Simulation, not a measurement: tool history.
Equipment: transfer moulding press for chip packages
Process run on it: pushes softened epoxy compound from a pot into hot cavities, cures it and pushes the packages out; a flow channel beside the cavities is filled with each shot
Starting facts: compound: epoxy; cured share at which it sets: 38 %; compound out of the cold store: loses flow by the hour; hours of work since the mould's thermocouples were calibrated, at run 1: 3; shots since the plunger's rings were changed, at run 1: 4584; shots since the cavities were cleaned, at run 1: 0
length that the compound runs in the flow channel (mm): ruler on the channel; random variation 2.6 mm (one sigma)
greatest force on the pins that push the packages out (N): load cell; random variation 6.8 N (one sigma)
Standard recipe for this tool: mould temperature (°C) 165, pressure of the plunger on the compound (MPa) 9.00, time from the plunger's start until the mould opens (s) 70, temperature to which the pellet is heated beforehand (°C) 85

| run | hour | mould temperature (°C) | pressure of the plunger on the compound (MPa) | time from the plunger's start until the mould opens (s) | temperature to which the pellet is heated beforehand (°C) | hours of work since the mould's thermocouples were calibrated | shots since the plunger's rings were changed | shots since the cavities were cleaned | incoming compound's hours out of the cold store | length that the compound runs in the flow channel (mm) | greatest force on the pins that push the packages out (N) |
|---|---|---|---|---|---|---|---|---|---|---|---|
| 1 | 0.0 | 165 | 9.00 | 70 | 85 | 3 | 4584 | 0 | 11.8 | 556 | 287 |
|  | 21.4 | plunger's sealing rings changed |
| 2 | 24.8 | 165 | 9.00 | 70 | 85 | 20 | 58 | 377 | 46.5 | 497 | 264 |
| 3 | 43.8 | 165 | 9.00 | 70 | 85 | 34 | 379 | 698 | 13.5 | 558 | 279 |
| 4 | 61.7 | 165 | 9.00 | 70 | 85 | 48 | 682 | 1001 | 10.8 | 557 | 290 |
|  | 72.0 | cavities cleaned with cleaning compound and waxed |
| 5 | 75.5 | 165 | 9.00 | 70 | 85 | 57 | 892 | 61 | 9.6 | 562 | 291 |
| 6 | 95.5 | 165 | 9.88 | 70 | 85 | 73 | 1231 | 400 | 21.8 | 564 | 281 |
| 7 | 108.0 | 165 | 9.00 | 70 | 85 | 82 | 1441 | 610 | 13.3 | 555 | 293 |
| 8 | 129.9 | 165 | 9.00 | 70 | 85 | 99 | 1812 | 981 | 17.9 | 543 | 274 |
|  | 142.2 | cavities cleaned with cleaning compound and waxed |
| 9 | 153.2 | 165 | 9.00 | 70 | 85 | 115 | 2181 | 186 | 26.6 | 527 | 261 |
| 10 | 169.1 | 165 | 7.18 | 70 | 85 | 127 | 2451 | 456 | 37.4 | 460 | 281 |
| 11 | 185.9 | 165 | 7.18 | 70 | 85 | 140 | 2734 | 739 | 15.8 | 490 | 280 |
|  | 211.0 | cavities cleaned with cleaning compound and waxed |
| 12 | 213.1 | 165 | 7.18 | 70 | 85 | 160 | 3170 | 35 | 20.0 | 482 | 286 |
| 13 | 225.0 | 158 | 7.18 | 70 | 85 | 169 | 3372 | 237 | 35.7 | 474 | 483 |
| 14 | 245.3 | 158 | 7.18 | 70 | 85 | 184 | 3715 | 580 | 29.4 | 488 | 491 |
| 15 | 258.1 | 158 | 7.18 | 84 | 87 | 194 | 3932 | 797 | 42.1 | 467 | 309 |
| 16 | 277.8 | 158 | 7.18 | 84 | 87 | 209 | 4265 | 1130 | 43.5 | 464 | 319 |
|  | 280.4 | cavities cleaned with cleaning compound and waxed |
| 17 | 290.7 | 172 | 7.78 | 108 | 77 | 218 | 4458 | 173 | 39.7 | 461 | 201 |
| 18 | 302.6 | 165 | 9.52 | 70 | 79 | 227 | 4660 | 375 | 36.8 | 532 | 281 |
|  | 319.6 | plunger's sealing rings changed |
| 19 | 319.6 | 169 | 9.00 | 90 | 85 | 238 | 0 | 621 | 33.6 | 514 | 201 |
| 20 | 343.6 | 169 | 7.42 | 90 | 91 | 256 | 406 | 1027 | 37.0 | 459 | 201 |
|  | 352.3 | cavities cleaned with cleaning compound and waxed |
| 21 | 365.7 | 165 | 9.00 | 68 | 85 | 272 | 755 | 228 | 17.5 | 550 | 314 |
| 22 | 379.9 | 165 | 9.00 | 54 | 88 | 283 | 994 | 467 | 46.3 | 499 | 446 |
| 23 | 404.3 | 158 | 9.00 | 54 | 79 | 302 | 1409 | 882 | 41.0 | 524 | 770 |

Some steps in greatest force on the pins that push the packages out (N), run to run, broken into two amounts with sign: the step expected even without the hidden condition (settings, incoming material, random variation), and the rest, left for the hidden condition together with whatever gauge scatter is not in both the measured and the hidden-condition-free result:
Hidden conditions of the tool in this case: true mould temperature over the reading, C; pressure that reaches the compound, % of what is set; grip of the stained cavities, % over clean ones'; drift of the gauge itself on flow_mm, %; drift of the gauge itself on push_out_n, %.
Run 4 -> 5: cavities cleaned with cleaning compound and waxed. greatest force on the pins that push the packages out (N) +1: hidden state -3, all else +4.
Run 12 -> 13: mould temperature (°C) 165 -> 158. greatest force on the pins that push the packages out (N) +197: hidden state +2, all else +195.
Run 22 -> 23: mould temperature (°C) 165 -> 158, temperature to which the pellet is heated beforehand (°C) 88 -> 79. greatest force on the pins that push the packages out (N) +324: hidden state +4, all else +320.
